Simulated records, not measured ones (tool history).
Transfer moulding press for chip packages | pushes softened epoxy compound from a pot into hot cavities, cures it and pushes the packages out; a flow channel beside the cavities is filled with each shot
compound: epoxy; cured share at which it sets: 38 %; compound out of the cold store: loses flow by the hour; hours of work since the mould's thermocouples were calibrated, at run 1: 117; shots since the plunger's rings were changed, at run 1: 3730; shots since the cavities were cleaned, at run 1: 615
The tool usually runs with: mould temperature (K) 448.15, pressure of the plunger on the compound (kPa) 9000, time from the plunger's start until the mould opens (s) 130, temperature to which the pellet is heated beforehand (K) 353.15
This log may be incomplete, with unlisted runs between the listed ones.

run,day,mould temperature (K),pressure of the plunger on the compound (kPa),time from the plunger's start until the mould opens (s),temperature to which the pellet is heated beforehand (K),hours of work since the mould's thermocouples were calibrated,shots since the plunger's rings were changed,shots since the cavities were cleaned,incoming compound's hours out of the cold store,length that the compound runs in the flow channel (mm),greatest force on the pins that push the packages out (N)
1,0.000,448.15,9000,130,353.15,117,3730,615,46.5,722,256
2,0.308,448.15,9000,130,353.15,120,3777,662,21.4,851,259
3,0.746,448.15,9000,130,353.15,125,3844,729,15.6,878,259
4,1.254,448.15,9000,130,353.15,131,3922,807,45.8,724,255
5,1.567,448.15,9000,130,353.15,134,3970,855,21.6,841,261
# day 1.883: cavities cleaned with cleaning compound and waxed
6,2.046,448.15,9000,130,353.15,138,4034,24,36.4,767,246
7,2.350,448.15,9000,130,353.15,142,4081,71,26.8,816,258
8,2.700,448.15,8120,130,353.15,146,4135,125,39.7,719,262
9,3.358,448.15,8120,130,353.15,153,4236,226,35.3,739,253
10,3.975,448.15,9000,130,353.15,159,4331,321,47.5,717,252
11,4.642,448.15,9000,130,359.15,167,4433,423,28.2,810,248
12,5.075,450.15,9000,130,353.15,171,4500,490,31.5,785,252
13,5.746,449.15,9000,130,353.15,179,4603,593,30.6,793,259
14,6.108,449.15,9000,130,353.15,183,4658,648,32.1,786,237
15,6.529,449.15,7050,130,353.15,187,4723,713,26.3,724,250
16,6.850,449.15,7050,130,348.15,191,4773,763,31.5,704,252
17,7.258,448.15,9410,130,353.15,195,4836,826,27.9,827,253
# day 7.658: plunger's sealing rings changed
# day 7.900: cavities cleaned with cleaning compound and waxed
18,8.000,448.15,9410,130,353.15,201,43,16,42.6,759,253
19,8.471,448.15,9410,130,353.15,206,115,88,10.7,923,258
20,8.904,448.15,7370,152,356.15,211,182,155,35.6,701,233
21,9.517,450.15,7780,156,348.15,218,276,249,41.2,697,228
22,9.838,448.15,9000,123,348.15,221,325,298,9.2,912,292
23,10.279,448.15,9000,123,348.15,226,393,366,37.0,775,278
24,10.592,454.15,10290,121,353.15,229,441,414,28.5,856,246
25,11.292,446.15,10100,151,352.15,237,548,521,27.0,862,244
26,11.688,446.15,10100,151,352.15,241,609,582,46.3,767,245
27,12.154,454.15,9140,158,362.15,246,681,654,24.4,819,234

5 ways to go on from here, each from the tool as it stands after run 27. What would each give?
A,12.546,444.15,9000,130,353.15,251,741,714,19.6,?,?
B,12.546,448.15,10000,163,353.15,251,741,714,10.0,?,?
C,12.546,442.15,8530,130,357.15,251,741,714,46.5,?,?
D,12.546,448.15,8840,130,353.15,251,741,714,16.9,?,?
E,12.546,448.15,8020,130,353.15,251,741,714,11.0,?,?

run,length that the compound runs in the flow channel (mm),greatest force on the pins that push the packages out (N)
A,866,308
B,955,237
C,715,309
D,863,252
E,851,267
What these runs would have given with no unlogged condition in the tool:
run,length that the compound runs in the flow channel (mm),greatest force on the pins that push the packages out (N)
A,866,305
B,956,235
C,715,306
D,863,249
E,851,264
